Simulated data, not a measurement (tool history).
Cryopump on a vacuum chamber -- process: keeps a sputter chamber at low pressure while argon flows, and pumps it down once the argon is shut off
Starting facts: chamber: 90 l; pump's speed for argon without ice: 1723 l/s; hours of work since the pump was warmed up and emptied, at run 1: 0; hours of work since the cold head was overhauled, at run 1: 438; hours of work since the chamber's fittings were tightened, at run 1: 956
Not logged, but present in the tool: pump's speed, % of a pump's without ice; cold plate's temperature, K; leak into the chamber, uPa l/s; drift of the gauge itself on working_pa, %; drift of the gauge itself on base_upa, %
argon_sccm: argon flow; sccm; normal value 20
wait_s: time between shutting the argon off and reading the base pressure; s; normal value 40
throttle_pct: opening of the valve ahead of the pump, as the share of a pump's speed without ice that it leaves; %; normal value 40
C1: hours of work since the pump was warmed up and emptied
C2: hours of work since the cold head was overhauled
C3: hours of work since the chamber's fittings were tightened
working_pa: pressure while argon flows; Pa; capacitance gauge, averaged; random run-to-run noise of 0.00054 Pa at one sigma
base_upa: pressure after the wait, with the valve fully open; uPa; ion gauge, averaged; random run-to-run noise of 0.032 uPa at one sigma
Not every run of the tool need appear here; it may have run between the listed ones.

{"run": 1, "hour": 0.0, "argon_sccm": 20, "wait_s": 40, "throttle_pct": 40, "C1": 0, "C2": 438, "C3": 956, "working_pa": 0.0486, "base_upa": 2.35}
{"run": 2, "hour": 37.2, "argon_sccm": 20, "wait_s": 40, "throttle_pct": 40, "C1": 32, "C2": 470, "C3": 988, "working_pa": 0.0489, "base_upa": 2.39}
{"run": 3, "hour": 70.2, "argon_sccm": 23, "wait_s": 40, "throttle_pct": 40, "C1": 60, "C2": 498, "C3": 1016, "working_pa": 0.0573, "base_upa": 2.39}
{"run": 4, "hour": 95.8, "argon_sccm": 23, "wait_s": 40, "throttle_pct": 40, "C1": 81, "C2": 520, "C3": 1038, "working_pa": 0.0578, "base_upa": 2.45}
{"run": 5, "hour": 134.4, "argon_sccm": 23, "wait_s": 40, "throttle_pct": 40, "C1": 114, "C2": 553, "C3": 1071, "working_pa": 0.059, "base_upa": 2.42}
{"run": 6, "hour": 177.5, "argon_sccm": 20, "wait_s": 40, "throttle_pct": 40, "C1": 151, "C2": 589, "C3": 1107, "working_pa": 0.0519, "base_upa": 2.59}
{"run": 7, "hour": 220.5, "argon_sccm": 20, "wait_s": 40, "throttle_pct": 40, "C1": 187, "C2": 626, "C3": 1144, "working_pa": 0.0514, "base_upa": 2.58}
{"run": 8, "hour": 250.4, "argon_sccm": 20, "wait_s": 40, "throttle_pct": 40, "C1": 213, "C2": 651, "C3": 1169, "working_pa": 0.0525, "base_upa": 2.54}
{"run": 9, "hour": 282.7, "argon_sccm": 20, "wait_s": 40, "throttle_pct": 40, "C1": 240, "C2": 679, "C3": 1197, "working_pa": 0.0517, "base_upa": 2.73}
{"run": 10, "hour": 336.1, "argon_sccm": 11, "wait_s": 40, "throttle_pct": 40, "C1": 286, "C2": 724, "C3": 1242, "working_pa": 0.0292, "base_upa": 2.66}
{"run": 11, "hour": 367.6, "argon_sccm": 11, "wait_s": 40, "throttle_pct": 40, "C1": 312, "C2": 751, "C3": 1269, "working_pa": 0.03, "base_upa": 2.79}
{"run": 12, "hour": 394.4, "argon_sccm": 11, "wait_s": 40, "throttle_pct": 40, "C1": 335, "C2": 774, "C3": 1292, "working_pa": 0.0297, "base_upa": 2.78}
{"run": 13, "hour": 420.8, "argon_sccm": 11, "wait_s": 40, "throttle_pct": 40, "C1": 358, "C2": 796, "C3": 1314, "working_pa": 0.03, "base_upa": 2.79}
{"hour": 444.7, "done": "pump warmed up, emptied and cooled again"}
{"run": 14, "hour": 464.0, "argon_sccm": 11, "wait_s": 40, "throttle_pct": 40, "C1": 16, "C2": 829, "C3": 1346, "working_pa": 0.0281, "base_upa": 2.59}
{"run": 15, "hour": 498.0, "argon_sccm": 11, "wait_s": 40, "throttle_pct": 40, "C1": 45, "C2": 858, "C3": 1375, "working_pa": 0.0276, "base_upa": 2.57}
{"run": 16, "hour": 530.8, "argon_sccm": 11, "wait_s": 40, "throttle_pct": 40, "C1": 73, "C2": 885, "C3": 1403, "working_pa": 0.0281, "base_upa": 2.68}
{"run": 17, "hour": 583.7, "argon_sccm": 20, "wait_s": 40, "throttle_pct": 26, "C1": 118, "C2": 930, "C3": 1448, "working_pa": 0.0771, "base_upa": 2.66}
{"run": 18, "hour": 639.4, "argon_sccm": 20, "wait_s": 40, "throttle_pct": 23, "C1": 166, "C2": 978, "C3": 1496, "working_pa": 0.0879, "base_upa": 2.81}
{"run": 19, "hour": 679.6, "argon_sccm": 10, "wait_s": 40, "throttle_pct": 34, "C1": 200, "C2": 1012, "C3": 1530, "working_pa": 0.0304, "base_upa": 2.87}
{"run": 20, "hour": 725.0, "argon_sccm": 12, "wait_s": 38, "throttle_pct": 56, "C1": 238, "C2": 1051, "C3": 1568, "working_pa": 0.023, "base_upa": 3}
{"run": 21, "hour": 757.8, "argon_sccm": 12, "wait_s": 212, "throttle_pct": 32, "C1": 266, "C2": 1078, "C3": 1596, "working_pa": 0.0395, "base_upa": 1.71}
{"run": 22, "hour": 791.6, "argon_sccm": 12, "wait_s": 50, "throttle_pct": 34, "C1": 295, "C2": 1107, "C3": 1625, "working_pa": 0.0376, "base_upa": 2.71}

Run 23, settings as shown, results not yet in. Your forecast:
{"run": 23, "hour": 845.9, "argon_sccm": 30, "wait_s": 72, "throttle_pct": 52, "C1": 341, "C2": 1153, "C3": 1671, "working_pa": "?", "base_upa": "?"}

{"run 23": {"working_pa": 0.0632, "base_upa": 2.42}}
The same run, on a tool lacking any hidden state, would have yielded working_pa 0.0556 Pa, base_upa 1.01 uPa.
